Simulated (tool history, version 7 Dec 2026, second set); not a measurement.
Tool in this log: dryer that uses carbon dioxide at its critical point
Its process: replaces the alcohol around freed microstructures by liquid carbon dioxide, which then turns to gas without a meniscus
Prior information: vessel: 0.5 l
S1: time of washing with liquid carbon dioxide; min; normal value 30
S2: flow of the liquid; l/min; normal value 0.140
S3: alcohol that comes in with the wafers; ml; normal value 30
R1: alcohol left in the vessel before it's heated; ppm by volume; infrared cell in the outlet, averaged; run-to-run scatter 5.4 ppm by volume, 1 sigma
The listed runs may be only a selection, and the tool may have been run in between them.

{"run": 1, "hour": 0.0, "S1": 30, "S2": 0.14, "S3": 30, "R1": 346}
{"run": 2, "hour": 5.7, "S1": 35, "S2": 0.14, "S3": 30, "R1": 153}
{"run": 3, "hour": 11.9, "S1": 35, "S2": 0.14, "S3": 30, "R1": 155}
{"run": 4, "hour": 19.0, "S1": 30, "S2": 0.14, "S3": 30, "R1": 361}
{"run": 5, "hour": 26.0, "S1": 30, "S2": 0.19, "S3": 30, "R1": 77}
{"run": 6, "hour": 35.8, "S1": 33, "S2": 0.19, "S3": 30, "R1": 56}
{"run": 7, "hour": 45.1, "S1": 33, "S2": 0.19, "S3": 30, "R1": 53}
{"run": 8, "hour": 56.3, "S1": 30, "S2": 0.14, "S3": 30, "R1": 380}
{"run": 9, "hour": 63.6, "S1": 30, "S2": 0.14, "S3": 30, "R1": 398}
{"hour": 65.4, "done": "inlet filter changed"}
{"run": 10, "hour": 73.5, "S1": 30, "S2": 0.14, "S3": 30, "R1": 173}
{"run": 11, "hour": 79.6, "S1": 30, "S2": 0.14, "S3": 30, "R1": 164}
{"run": 12, "hour": 89.8, "S1": 30, "S2": 0.14, "S3": 30, "R1": 179}
{"run": 13, "hour": 95.8, "S1": 44, "S2": 0.14, "S3": 30, "R1": 45}
{"run": 14, "hour": 101.2, "S1": 44, "S2": 0.14, "S3": 30, "R1": 47}
{"run": 15, "hour": 107.1, "S1": 44, "S2": 0.14, "S3": 30, "R1": 50}
{"run": 16, "hour": 116.2, "S1": 44, "S2": 0.14, "S3": 30, "R1": 52}
{"run": 17, "hour": 126.4, "S1": 44, "S2": 0.14, "S3": 30, "R1": 53}
{"run": 18, "hour": 134.5, "S1": 30, "S2": 0.14, "S3": 119, "R1": 645}
{"run": 19, "hour": 141.0, "S1": 30, "S2": 0.14, "S3": 30, "R1": 192}
{"run": 20, "hour": 148.3, "S1": 30, "S2": 0.14, "S3": 30, "R1": 208}
{"run": 21, "hour": 160.0, "S1": 30, "S2": 0.14, "S3": 30, "R1": 216}
{"run": 22, "hour": 165.7, "S1": 27, "S2": 0.159, "S3": 30, "R1": 187}
{"run": 23, "hour": 177.9, "S1": 19, "S2": 0.159, "S3": 30, "R1": 904}
{"run": 24, "hour": 189.1, "S1": 30, "S2": 0.14, "S3": 45, "R1": 307}
{"run": 25, "hour": 201.9, "S1": 30, "S2": 0.14, "S3": 45, "R1": 309}
{"run": 26, "hour": 208.3, "S1": 30, "S2": 0.14, "S3": 45, "R1": 322}
{"run": 27, "hour": 214.5, "S1": 41, "S2": 0.09, "S3": 59, "R1": 782}
{"run": 28, "hour": 222.5, "S1": 28, "S2": 0.182, "S3": 36, "R1": 118}
{"run": 29, "hour": 235.2, "S1": 23, "S2": 0.145, "S3": 23, "R1": 522}
{"run": 30, "hour": 241.4, "S1": 23, "S2": 0.145, "S3": 23, "R1": 524}
{"run": 31, "hour": 253.0, "S1": 30, "S2": 0.085, "S3": 81, "R1": 4999}
{"run": 32, "hour": 259.4, "S1": 30, "S2": 0.085, "S3": 81, "R1": 5223}
{"run": 33, "hour": 266.2, "S1": 25, "S2": 0.085, "S3": 59, "R1": 6685}
{"run": 34, "hour": 273.4, "S1": 25, "S2": 0.085, "S3": 59, "R1": 6771}
{"run": 35, "hour": 278.9, "S1": 30, "S2": 0.153, "S3": 109, "R1": 503}
{"run": 36, "hour": 289.3, "S1": 36, "S2": 0.127, "S3": 31, "R1": 212}
{"run": 37, "hour": 299.6, "S1": 36, "S2": 0.127, "S3": 31, "R1": 214}
{"run": 38, "hour": 308.2, "S1": 30, "S2": 0.14, "S3": 67, "R1": 572}
{"run": 39, "hour": 317.9, "S1": 22, "S2": 0.14, "S3": 30, "R1": 1030}
{"run": 40, "hour": 328.5, "S1": 22, "S2": 0.14, "S3": 30, "R1": 1105}
{"run": 41, "hour": 340.3, "S1": 22, "S2": 0.14, "S3": 30, "R1": 1081}

Consider 3 possible next runs. They are alternatives, not a sequence: every one starts from the tool as it was left by run 41. What does each give?
{"run": "A", "hour": 348.9, "S1": 40, "S2": 0.145, "S3": 23, "R1": "?"}
{"run": "B", "hour": 348.9, "S1": 21, "S2": 0.14, "S3": 30, "R1": "?"}
{"run": "C", "hour": 348.9, "S1": 42, "S2": 0.14, "S3": 77, "R1": "?"}

run=A R1=106
run=B R1=1318
run=C R1=154
Without the tool's unlogged condition, the same runs would have read:
run=A R1=12
run=B R1=825
run=C R1=33
